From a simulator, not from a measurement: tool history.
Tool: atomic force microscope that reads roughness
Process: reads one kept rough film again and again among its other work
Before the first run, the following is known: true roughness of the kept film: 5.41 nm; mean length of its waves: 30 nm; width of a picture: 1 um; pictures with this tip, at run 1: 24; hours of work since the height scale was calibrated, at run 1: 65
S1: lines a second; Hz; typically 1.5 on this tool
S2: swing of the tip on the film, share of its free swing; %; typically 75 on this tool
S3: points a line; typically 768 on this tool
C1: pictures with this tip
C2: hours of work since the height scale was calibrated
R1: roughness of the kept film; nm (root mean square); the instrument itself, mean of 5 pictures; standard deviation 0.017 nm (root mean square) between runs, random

| run | hour | S1 | S2 | S3 | C1 | C2 | R1 |
|---|---|---|---|---|---|---|---|
| 1 | 0 | 1.5 | 75 | 768 | 24 | 65 | 3.929 |
| 2 | 12 | 1.5 | 75 | 768 | 36 | 71 | 3.882 |
| 3 | 20.2 | 2.76 | 75 | 768 | 44 | 75 | 3.654 |
| 4 | 31.2 | 2.76 | 75 | 768 | 55 | 81 | 3.619 |
| 5 | 42.3 | 1.5 | 75 | 282 | 66 | 87 | 3.647 |
| 6 | 50.2 | 1.5 | 75 | 768 | 74 | 91 | 3.646 |
| 7 | 57.6 | 1.5 | 75 | 768 | 82 | 94 | 3.595 |
| 8 | 63.4 | 1.5 | 75 | 768 | 88 | 97 | 3.608 |
| 9 | 73.5 | 1.65 | 75 | 768 | 98 | 102 | 3.541 |
| 10 | 81 | 1.5 | 71 | 768 | 105 | 106 | 3.546 |
| 11 | 91.2 | 1.5 | 79 | 768 | 115 | 112 | 3.445 |
| 12 | 101.5 | 1.5 | 75 | 404 | 126 | 117 | 3.389 |
| 13 | 106.7 | 1.5 | 75 | 404 | 131 | 119 | 3.364 |
| 14 | 112.2 | 1.5 | 75 | 404 | 136 | 122 | 3.326 |
| 15 | 120 | 3.99 | 58 | 908 | 144 | 126 | 3.351 |
| 16 | 125.8 | 0.99 | 58 | 844 | 150 | 129 | 3.431 |
| 17 | 134.8 | 0.99 | 58 | 844 | 159 | 134 | 3.405 |
| 18 | 143.8 | 0.99 | 58 | 844 | 168 | 138 | 3.366 |
| 19 | 150.2 | 1.09 | 58 | 534 | 174 | 142 | 3.303 |
| 20 | 161.6 | 1.09 | 58 | 534 | 186 | 147 | 3.261 |
| 21 | 167.7 | 1.02 | 64 | 460 | 192 | 151 | 3.217 |
| 22 | 172.7 | 2.95 | 65 | 571 | 197 | 153 | 3.091 |
| 23 | 183.8 | 1.5 | 60 | 873 | 208 | 159 | 3.136 |
| 24 | 191.8 | 1.5 | 73 | 379 | 216 | 163 | 3.032 |
| 25 | 199.1 | 1.76 | 63 | 356 | 223 | 167 | 3.041 |
| 26 | 207 | 1.76 | 63 | 356 | 231 | 171 | 3.033 |
| 27 | 212.4 | 1.76 | 79 | 655 | 237 | 173 | 2.89 |
| 28 | 218.8 | 3.4 | 75 | 768 | 243 | 177 | 2.757 |

Here are 4 independent what-if runs from the current tool condition. What would each one return?
| A | 229.9 | 1.06 | 55 | 768 | 254 | 182 | ? |
| B | 229.9 | 0.6 | 75 | 610 | 254 | 182 | ? |
| C | 229.9 | 2.78 | 75 | 370 | 254 | 182 | ? |
| D | 229.9 | 1.5 | 74 | 768 | 254 | 182 | ? |

| run | R1 |
|---|---|
| A | 3.02 |
| B | 2.997 |
| C | 2.787 |
| D | 2.911 |
The same runs, with their run-to-run variation unchanged, on a tool lacking any hidden condition would have given:
| run | R1 |
|---|---|
| A | 4.317 |
| B | 4.286 |
| C | 3.985 |
| D | 4.161 |

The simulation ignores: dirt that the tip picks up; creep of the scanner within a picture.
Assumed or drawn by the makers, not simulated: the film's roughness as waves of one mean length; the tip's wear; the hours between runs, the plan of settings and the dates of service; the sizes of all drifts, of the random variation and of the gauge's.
